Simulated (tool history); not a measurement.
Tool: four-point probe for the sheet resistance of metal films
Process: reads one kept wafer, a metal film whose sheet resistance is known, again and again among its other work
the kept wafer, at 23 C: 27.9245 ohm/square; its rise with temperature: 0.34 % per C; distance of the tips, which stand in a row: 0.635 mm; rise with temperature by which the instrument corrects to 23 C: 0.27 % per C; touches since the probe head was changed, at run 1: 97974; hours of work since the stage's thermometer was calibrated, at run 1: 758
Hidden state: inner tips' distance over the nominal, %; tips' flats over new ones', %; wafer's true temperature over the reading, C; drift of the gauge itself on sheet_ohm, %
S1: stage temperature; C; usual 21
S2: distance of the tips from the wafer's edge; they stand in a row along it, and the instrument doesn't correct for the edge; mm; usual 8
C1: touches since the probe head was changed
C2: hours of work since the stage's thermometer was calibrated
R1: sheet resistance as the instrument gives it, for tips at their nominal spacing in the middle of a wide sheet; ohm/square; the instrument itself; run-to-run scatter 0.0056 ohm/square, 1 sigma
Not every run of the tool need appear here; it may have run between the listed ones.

| run | day | S1 | S2 | C1 | C2 | R1 |
|---|---|---|---|---|---|---|
| 1 | 0.000 | 21 | 8 | 97974 | 758 | 27.694946 |
| 2 | 2.283 | 21 | 4 | 100719 | 801 | 27.963716 |
| 3 | 4.596 | 32 | 8 | 103505 | 845 | 27.898049 |
| 4 | 6.742 | 32 | 8 | 106086 | 886 | 27.897036 |
| 5 | 8.221 | 21 | 4 | 107862 | 914 | 27.953454 |
| 6 | 9.396 | 21 | 13 | 109277 | 936 | 27.598296 |
| 7 | 11.354 | 21 | 13 | 111633 | 974 | 27.596157 |
| 8 | 12.742 | 21 | 13 | 113301 | 1000 | 27.603051 |
| 9 | 14.167 | 21 | 8 | 115018 | 1027 | 27.655856 |
| 10 | 16.496 | 21 | 8 | 117819 | 1071 | 27.651277 |
| 11 | 18.983 | 23 | 48 | 120810 | 1118 | 27.583872 |
| 12 | 20.096 | 23 | 48 | 122151 | 1140 | 27.584516 |
| 13 | 21.362 | 24 | 4 | 123674 | 1164 | 27.958480 |
|  | 21.600 | stage's thermometer calibrated |
|  | 22.825 | new probe head fitted |
| 14 | 22.825 | 26 | 13 | 0 | 22 | 28.145215 |
| 15 | 24.979 | 22 | 48 | 2590 | 63 | 28.043836 |
| 16 | 26.971 | 32 | 37 | 4989 | 101 | 28.228196 |
| 17 | 28.575 | 33 | 61 | 6916 | 132 | 28.244621 |
| 18 | 29.683 | 21 | 20 | 8252 | 153 | 28.008995 |
| 19 | 30.833 | 33 | 64 | 9633 | 175 | 28.238853 |
| 20 | 32.704 | 26 | 27 | 11881 | 210 | 28.094463 |

Each row is a separate what-if for the run after 20, all from the same tool condition, not one after another. Results?
|  | 32.858 | stage's thermometer calibrated, once more |
| A | 34.188 | 23 | 27 | 13645 | 25 | ? |
|  | 32.858 | stage's thermometer calibrated, once more |
| B | 34.188 | 30 | 5 | 13645 | 25 | ? |
|  | 32.858 | stage's thermometer calibrated, once more |
| C | 34.188 | 21 | 31 | 13645 | 25 | ? |
|  | 32.858 | stage's thermometer calibrated, once more |
| D | 34.188 | 28 | 23 | 13645 | 25 | ? |

| run | R1 |
|---|---|
| A | 27.991861 |
| B | 28.366009 |
| C | 27.942965 |
| D | 28.099740 |
Take away the tool's hidden state, keep each run's random variation, and the runs would have read:
| run | R1 |
|---|---|
| A | 27.931597 |
| B | 28.304915 |
| C | 27.882826 |
| D | 28.039198 |

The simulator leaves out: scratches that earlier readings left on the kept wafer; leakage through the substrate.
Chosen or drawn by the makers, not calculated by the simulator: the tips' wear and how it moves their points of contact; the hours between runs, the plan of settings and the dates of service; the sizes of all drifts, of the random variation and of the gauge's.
